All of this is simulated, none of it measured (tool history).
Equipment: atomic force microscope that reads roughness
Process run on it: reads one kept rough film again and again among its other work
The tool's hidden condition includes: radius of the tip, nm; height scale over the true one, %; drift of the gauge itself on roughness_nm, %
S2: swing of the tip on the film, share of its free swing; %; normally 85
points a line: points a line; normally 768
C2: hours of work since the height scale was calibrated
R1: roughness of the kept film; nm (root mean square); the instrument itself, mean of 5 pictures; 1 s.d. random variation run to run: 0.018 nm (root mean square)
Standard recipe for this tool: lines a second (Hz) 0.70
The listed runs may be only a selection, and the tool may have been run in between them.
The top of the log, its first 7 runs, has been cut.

run 8 hour=146.5 | lines_a_second_(Hz)=0.70 S2=85 points_a_line=768 | pictures_with_this_tip=195 C2=550 | R1=4.280
-- hour=150.2 new tip fitted
run 9 hour=163.2 | lines_a_second_(Hz)=0.70 S2=85 points_a_line=768 | pictures_with_this_tip=25 C2=561 | R1=4.290
run 10 hour=192.1 | lines_a_second_(Hz)=0.70 S2=85 points_a_line=768 | pictures_with_this_tip=82 C2=580 | R1=4.271
run 11 hour=216.0 | lines_a_second_(Hz)=0.70 S2=85 points_a_line=768 | pictures_with_this_tip=130 C2=596 | R1=4.261
run 12 hour=232.5 | lines_a_second_(Hz)=0.70 S2=85 points_a_line=768 | pictures_with_this_tip=162 C2=606 | R1=4.250
-- hour=253.7 new tip fitted
run 13 hour=260.6 | lines_a_second_(Hz)=0.70 S2=69 points_a_line=768 | pictures_with_this_tip=14 C2=624 | R1=4.376
run 14 hour=285.7 | lines_a_second_(Hz)=0.70 S2=85 points_a_line=861 | pictures_with_this_tip=64 C2=641 | R1=4.263
run 15 hour=301.3 | lines_a_second_(Hz)=0.70 S2=85 points_a_line=768 | pictures_with_this_tip=94 C2=651 | R1=4.256
run 16 hour=326.7 | lines_a_second_(Hz)=0.70 S2=68 points_a_line=768 | pictures_with_this_tip=145 C2=668 | R1=4.359
run 17 hour=343.4 | lines_a_second_(Hz)=0.70 S2=64 points_a_line=768 | pictures_with_this_tip=178 C2=679 | R1=4.354

Run 18, settings as shown, results not yet in. Your forecast:
-- hour=356.8 new tip fitted
run 18 hour=356.8 | lines_a_second_(Hz)=3.29 S2=85 points_a_line=768 | pictures_with_this_tip=0 C2=687 | R1=?

{"run 18": {"R1": 3.82}}
Take away the tool's hidden state, keep the run-to-run variation as it was, and the same run would have given R1 3.821 nm (root mean square).

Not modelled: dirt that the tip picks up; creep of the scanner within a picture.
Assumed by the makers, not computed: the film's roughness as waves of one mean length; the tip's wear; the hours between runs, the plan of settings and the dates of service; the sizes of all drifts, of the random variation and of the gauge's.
